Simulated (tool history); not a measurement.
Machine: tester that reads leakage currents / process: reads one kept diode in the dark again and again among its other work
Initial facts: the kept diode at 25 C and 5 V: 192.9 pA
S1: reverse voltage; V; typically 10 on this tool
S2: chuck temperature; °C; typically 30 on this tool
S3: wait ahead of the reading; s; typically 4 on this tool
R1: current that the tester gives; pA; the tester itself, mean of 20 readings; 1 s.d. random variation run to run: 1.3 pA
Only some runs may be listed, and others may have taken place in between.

run 1 hour=0 | S1=10 S2=30 S3=4 | R1=424.98
run 2 hour=146.4 | S1=10 S2=30 S3=3.07 | R1=428.66
run 3 hour=325.4 | S1=10 S2=30 S3=4 | R1=427.68
run 4 hour=545.5 | S1=10 S2=30 S3=4 | R1=427.21
run 5 hour=744.5 | S1=10 S2=30 S3=4 | R1=427.17
run 6 hour=913.6 | S1=10 S2=30 S3=4 | R1=427.45
-- hour=1026 chuck's temperature calibrated
run 7 hour=1097.8 | S1=10 S2=30 S3=4 | R1=424.93
run 8 hour=1326.5 | S1=10 S2=30 S3=4 | R1=429.09
run 9 hour=1426.2 | S1=10 S2=30 S3=4.79 | R1=427.73
run 10 hour=1603.3 | S1=10 S2=59 S3=4 | R1=3921.09
run 11 hour=1832.2 | S1=1.5 S2=30 S3=4 | R1=155.45
run 12 hour=1982.8 | S1=1.5 S2=30 S3=4 | R1=155.21
run 13 hour=2177.3 | S1=10 S2=30 S3=5.52 | R1=425.31
run 14 hour=2343.7 | S1=10 S2=30 S3=5.52 | R1=428.68
run 15 hour=2436.8 | S1=10 S2=30 S3=5.52 | R1=426.89
-- hour=2526.2 tester calibrated
-- hour=2617.3 chuck's temperature calibrated
run 16 hour=2665.3 | S1=10 S2=30 S3=2.01 | R1=426.99
run 17 hour=2763.3 | S1=10 S2=21 S3=2.01 | R1=196.24
-- hour=2907 probe card cleaned and baked
run 18 hour=2907 | S1=10 S2=21 S3=2.01 | R1=196.67
run 19 hour=3117.3 | S1=10 S2=21 S3=2.01 | R1=196.69
run 20 hour=3335.1 | S1=10 S2=21 S3=2.01 | R1=197.26
run 21 hour=3465 | S1=1.2 S2=30 S3=3.7 | R1=138.36
run 22 hour=3677.6 | S1=11.3 S2=55 S3=7.01 | R1=3165.55
run 23 hour=3773.9 | S1=10.8 S2=21 S3=4.02 | R1=205.13
run 24 hour=3993.6 | S1=3.2 S2=28 S3=9.68 | R1=197.86
run 25 hour=4139.8 | S1=8.8 S2=56 S3=4.72 | R1=2978.44
-- hour=4215.4 chuck's temperature calibrated
run 26 hour=4326.7 | S1=8.8 S2=58 S3=4.72 | R1=3408.95
run 27 hour=4466.4 | S1=10 S2=55 S3=4 | R1=2953.2
run 28 hour=4653.9 | S1=10 S2=46 S3=5.28 | R1=1527.67
run 29 hour=4838.4 | S1=1.5 S2=30 S3=4 | R1=156.05
run 30 hour=4997.6 | S1=1.5 S2=30 S3=4 | R1=155.86
run 31 hour=5099.9 | S1=1.5 S2=30 S3=4 | R1=155.14
run 32 hour=5281.4 | S1=1.5 S2=30 S3=4 | R1=155.42
run 33 hour=5477.5 | S1=12.7 S2=25 S3=0.42 | R1=321.12
run 34 hour=5600.3 | S1=12.7 S2=25 S3=0.42 | R1=321.09
run 35 hour=5793.2 | S1=2.2 S2=25 S3=0.42 | R1=125.14
-- hour=5806.9 chuck's temperature calibrated
run 36 hour=5904 | S1=10 S2=35 S3=4 | R1=646.8
run 37 hour=6008.9 | S1=8.4 S2=44 S3=6.53 | R1=1194.12

Alternative continuations, all from the tool just after run 37; predict every row:
run A hour=6239.3 | S1=5.6 S2=30 S3=4 | R1=?
run B hour=6239.3 | S1=8.4 S2=30 S3=0.31 | R1=?
run C hour=6239.3 | S1=9.7 S2=48 S3=4 | R1=?
run D hour=6239.3 | S1=3.2 S2=44 S3=6.53 | R1=?

run=A R1=314.36
run=B R1=394.3
run=C R1=1749.34
run=D R1=717.61
Stripped of hidden state, with their random variation kept, the same runs would have yielded:
run=A R1=314.26
run=B R1=394.16
run=C R1=1749.01
run=D R1=717.47

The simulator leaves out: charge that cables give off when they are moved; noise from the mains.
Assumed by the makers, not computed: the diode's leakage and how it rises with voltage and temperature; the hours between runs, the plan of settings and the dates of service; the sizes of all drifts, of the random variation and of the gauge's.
